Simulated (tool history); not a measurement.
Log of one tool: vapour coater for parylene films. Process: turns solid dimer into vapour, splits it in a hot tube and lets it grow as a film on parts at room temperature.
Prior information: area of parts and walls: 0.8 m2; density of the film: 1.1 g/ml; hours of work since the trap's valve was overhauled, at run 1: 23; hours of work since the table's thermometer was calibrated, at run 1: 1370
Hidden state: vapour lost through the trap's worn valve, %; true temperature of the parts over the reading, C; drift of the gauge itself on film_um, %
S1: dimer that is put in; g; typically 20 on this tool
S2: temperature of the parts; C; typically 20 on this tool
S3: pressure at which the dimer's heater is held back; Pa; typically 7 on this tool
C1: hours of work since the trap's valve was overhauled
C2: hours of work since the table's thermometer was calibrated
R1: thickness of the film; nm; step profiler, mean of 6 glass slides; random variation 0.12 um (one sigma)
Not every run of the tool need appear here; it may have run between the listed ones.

Run 1, day 0: usual settings; C1 23; C2 1370. Result: R1 14710 nm.
Run 2, day 1.179: usual settings but S2 21 C; C1 44; C2 1391. Result: R1 14620 nm.
Run 3, day 3.204: usual settings; C1 80; C2 1427. Result: R1 14900 nm.
Run 4, day 5.308: usual settings; C1 117; C2 1464. Result: R1 14660 nm.
Run 5, day 7.604: usual settings; C1 158; C2 1505. Result: R1 14690 nm.
Run 6, day 9.333: usual settings; C1 189; C2 1535. Result: R1 14660 nm.
Run 7, day 11.217: usual settings but S2 16 C; C1 222; C2 1569. Result: R1 15810 nm.
Run 8, day 12.658: usual settings but S2 16 C; C1 248; C2 1594. Result: R1 15660 nm.
Run 9, day 13.742: usual settings; C1 267; C2 1614. Result: R1 14870 nm.
Run 10, day 15.704: usual settings; C1 302; C2 1649. Result: R1 14980 nm.
Run 11, day 17.838: usual settings but S3 2.02 Pa; C1 340; C2 1686. Result: R1 17280 nm.
Run 12, day 19.321: usual settings but S3 2.02 Pa; C1 366; C2 1713. Result: R1 17130 nm.
Run 13, day 20.292: usual settings but S3 3.96 Pa; C1 383; C2 1730. Result: R1 15830 nm.
At day 21.083: table's thermometer calibrated.
Run 14, day 22.392: usual settings but S3 3.96 Pa; C1 420; C2 23. Result: R1 15920 nm.
Run 15, day 23.583: usual settings but S3 3.96 Pa; C1 441; C2 44. Result: R1 16170 nm.
Run 16, day 25.629: usual settings but S3 3.96 Pa; C1 477; C2 81. Result: R1 16130 nm.
Run 17, day 27.529: usual settings but S3 3.96 Pa; C1 511; C2 115. Result: R1 15910 nm.
Run 18, day 28.921: usual settings; C1 536; C2 139. Result: R1 14630 nm.
Run 19, day 30.342: usual settings; C1 561; C2 164. Result: R1 14770 nm.
Run 20, day 31.45: usual settings; C1 581; C2 184. Result: R1 14910 nm.
At day 33: trap's valve overhauled.
Run 21, day 33.783: usual settings; C1 14; C2 223. Result: R1 14860 nm.
Run 22, day 35.842: usual settings; C1 50; C2 259. Result: R1 15020 nm.
Run 23, day 36.921: usual settings; C1 70; C2 278. Result: R1 14850 nm.
Run 24, day 39.162: usual settings but S1 31 g; C1 110; C2 318. Result: R1 23070 nm.
Run 25, day 40.333: usual settings but S1 25 g, S3 2.78 Pa; C1 130; C2 339. Result: R1 20840 nm.
Run 26, day 42.058: usual settings but S1 19 g, S2 17 C, S3 10.48 Pa; C1 161; C2 370. Result: R1 14130 nm.
Run 27, day 43.942: usual settings but S1 10 g, S2 25 C, S3 2.85 Pa; C1 194; C2 403. Result: R1 7540 nm.
Run 28, day 46.1: usual settings but S1 13 g, S2 16 C, S3 7.32 Pa; C1 233; C2 441. Result: R1 10190 nm.
Run 29, day 48.433: usual settings but S1 13 g, S2 16 C, S3 7.32 Pa; C1 274; C2 483. Result: R1 10300 nm.
Run 30, day 50.796: usual settings but S1 13 g, S2 16 C, S3 7.32 Pa; C1 316; C2 525. Result: R1 10330 nm.
Run 31, day 51.804: usual settings but S1 10 g, S3 7.64 Pa; C1 334; C2 543. Result: R1 7360 nm.
Run 32, day 53.508: usual settings but S1 11 g, S3 5.29 Pa; C1 364; C2 573. Result: R1 8470 nm.
Run 33, day 55.167: usual settings but S1 11 g, S3 5.29 Pa; C1 394; C2 603. Result: R1 8350 nm.
Run 34, day 56.725: usual settings but S1 11 g, S3 5.29 Pa; C1 422; C2 630. Result: R1 8560 nm.
Run 35, day 57.975: usual settings but S1 11 g, S3 5.29 Pa; C1 444; C2 652. Result: R1 8280 nm.
Run 36, day 59.808: usual settings but S1 29 g, S2 23 C, S3 4.12 Pa; C1 476; C2 685. Result: R1 21900 nm.
Run 37, day 62.188: usual settings but S1 29 g, S2 23 C, S3 4.12 Pa; C1 519; C2 727. Result: R1 21880 nm.
Run 38, day 63.721: usual settings but S1 35 g, S2 25 C, S3 2.15 Pa; C1 546; C2 754. Result: R1 27610 nm.
Run 39, day 65.112: usual settings but S1 22 g, S3 2.18 Pa; C1 570; C2 779. Result: R1 18920 nm.
Run 40, day 66.954: usual settings but S1 11 g, S2 18 C, S3 5 Pa; C1 603; C2 812. Result: R1 8900 nm.
At day 67.312: trap's valve overhauled.
Run 41, day 69.404: usual settings but S2 16 C, S3 2.97 Pa; C1 37; C2 853. Result: R1 17860 nm.
Run 42, day 71.442: usual settings but S2 26 C, S3 8.13 Pa; C1 73; C2 889. Result: R1 13210 nm.
Run 43, day 72.9: usual settings but S2 26 C, S3 8.13 Pa; C1 99; C2 915. Result: R1 13050 nm.
Run 44, day 74.642: usual settings but S1 15 g, S2 13 C, S3 8.13 Pa; C1 130; C2 946. Result: R1 12470 nm.
Run 45, day 76.929: usual settings but S1 15 g, S2 13 C, S3 8.13 Pa; C1 171; C2 986. Result: R1 12290 nm.
Run 46, day 78.833: usual settings but S1 13 g, S2 16 C, S3 4.98 Pa; C1 205; C2 1020. Result: R1 10720 nm.
Run 47, day 79.867: usual settings but S1 13 g, S2 16 C, S3 4.98 Pa; C1 223; C2 1038. Result: R1 10620 nm.

The same runs without the tool's hidden state, with the same run-to-run variation:
run     R1
  1  14730
  2  14640
  3  14920
  4  14700
  5  14730
  6  14710
  7  15870
  8  15720
  9  14930
 10  15050
 11  17370
 12  17210
 13  15920
 14  16000
 15  16250
 16  16210
 17  16000
 18  14720
 19  14860
 20  15010
 21  14870
 22  15040
 23  14870
 24  23100
 25  20870
 26  14160
 27   7560
 28  10220
 29  10330
 30  10370
 31   7390
 32   8510
 33   8390
 34   8600
 35   8330
 36  22020
 37  22010
 38  27780
 39  19050
 40   8960
 41  17890
 42  13240
 43  13080
 44  12500
 45  12320
 46  10760
 47  10660

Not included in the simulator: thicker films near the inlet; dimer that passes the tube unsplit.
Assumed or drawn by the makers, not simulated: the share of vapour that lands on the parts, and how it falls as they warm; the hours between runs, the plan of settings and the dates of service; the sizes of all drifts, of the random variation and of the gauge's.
